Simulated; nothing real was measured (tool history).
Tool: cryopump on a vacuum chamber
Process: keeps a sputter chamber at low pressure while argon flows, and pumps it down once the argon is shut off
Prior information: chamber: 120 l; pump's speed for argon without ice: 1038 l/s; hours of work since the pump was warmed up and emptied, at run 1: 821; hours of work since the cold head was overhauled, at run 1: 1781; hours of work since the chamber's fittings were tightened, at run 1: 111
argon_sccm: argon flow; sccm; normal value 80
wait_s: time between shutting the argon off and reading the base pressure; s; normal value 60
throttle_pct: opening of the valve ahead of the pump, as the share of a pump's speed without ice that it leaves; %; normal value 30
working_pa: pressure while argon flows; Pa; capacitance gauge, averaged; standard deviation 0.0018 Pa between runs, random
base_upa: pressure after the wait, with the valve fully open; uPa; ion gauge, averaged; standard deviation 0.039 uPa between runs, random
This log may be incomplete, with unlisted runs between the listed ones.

run	hour	argon_sccm	wait_s	throttle_pct	hours of work since the pump was warmed up and emptied	hours of work since the cold head was overhauled	hours of work since the chamber's fittings were tightened	working_pa	base_upa
1	0	80	60	30	821	1781	111	0.4705	2.45
2	79.5	80	60	30	877	1837	167	0.4754	2.5
# hour 180: pump warmed up, emptied and cooled again
3	209.3	80	60	30	21	1925	255	0.4393	2.56
4	271.1	80	60	30	64	1969	299	0.4412	2.49
5	364	72	60	30	130	2034	364	0.3994	2.58
6	452.1	72	60	30	192	2096	427	0.3992	2.67
7	513.9	80	60	30	236	2140	470	0.4491	2.75
8	604.7	80	60	30	299	2204	534	0.4508	2.88
9	700.9	80	60	30	367	2272	602	0.4546	2.89
10	760.8	80	60	30	410	2314	644	0.4525	3.02
11	859.6	80	60	30	479	2384	714	0.4575	3.09
12	938.6	80	60	20	535	2439	770	0.6796	3.19
13	1054.7	80	60	20	617	2521	852	0.6806	3.24
14	1129.7	83	60	20	670	2574	904	0.7063	3.24
15	1198.2	83	60	20	718	2622	953	0.7126	3.54
16	1264.7	83	60	20	765	2669	1000	0.7172	3.6
17	1335.5	83	60	20	815	2719	1050	0.7172	3.71
18	1391	83	60	20	854	2758	1089	0.7153	3.84
19	1509.5	78	284	41	938	2842	1172	0.3552	2.43
# hour 1521.8: pump warmed up, emptied and cooled again
20	1601.6	95	78	30	56	2903	1234	0.5232	3.09
21	1722.9	83	74	38	142	2989	1319	0.3649	3.4
22	1830.4	80	44	56	218	3065	1395	0.2439	4.49
23	1926.4	80	44	56	285	3132	1463	0.2482	4.49
24	1980.7	97	88	22	324	3171	1501	0.7344	3.44
25	2086.1	76	150	19	398	3245	1575	0.6686	2.97
26	2144.8	76	150	19	439	3286	1617	0.6745	3.06
27	2234.5	138	278	30	503	3350	1680	0.7943	2.78
# hour 2286.3: leaking fittings of the chamber tightened, without venting
28	2313.8	138	278	30	557	3404	19	0.793	0.81
29	2407.3	138	278	30	623	3470	85	0.8006	0.89
30	2491.8	150	29	57	683	3530	145	0.4929	4.5
31	2565.9	80	187	30	735	3582	197	0.469	1.29
32	2675.7	137	175	52	812	3659	275	0.4975	1.45
33	2732.8	41	175	16	853	3700	315	0.4396	1.48
34	2791.6	41	175	16	894	3741	356	0.4433	1.63
# hour 2871.3: pump warmed up, emptied and cooled again
35	2892.4	46	80	33	15	3809	424	0.2333	2.26

Below are 3 alternative next runs, each starting from the tool's condition after run 35. Predict each:
A	2987.8	128	60	26	82	3876	491	?	?
B	2987.8	107	34	30	82	3876	491	?	?
C	2987.8	76	245	49	82	3876	491	?	?

run	working_pa	base_upa
A	0.8155	2.85
B	0.5919	4.05
C	0.2601	1.28
Without the tool's unlogged condition, the same runs would have read:
run	working_pa	base_upa
A	0.8	2.25
B	0.579	3.49
C	0.2509	0.7
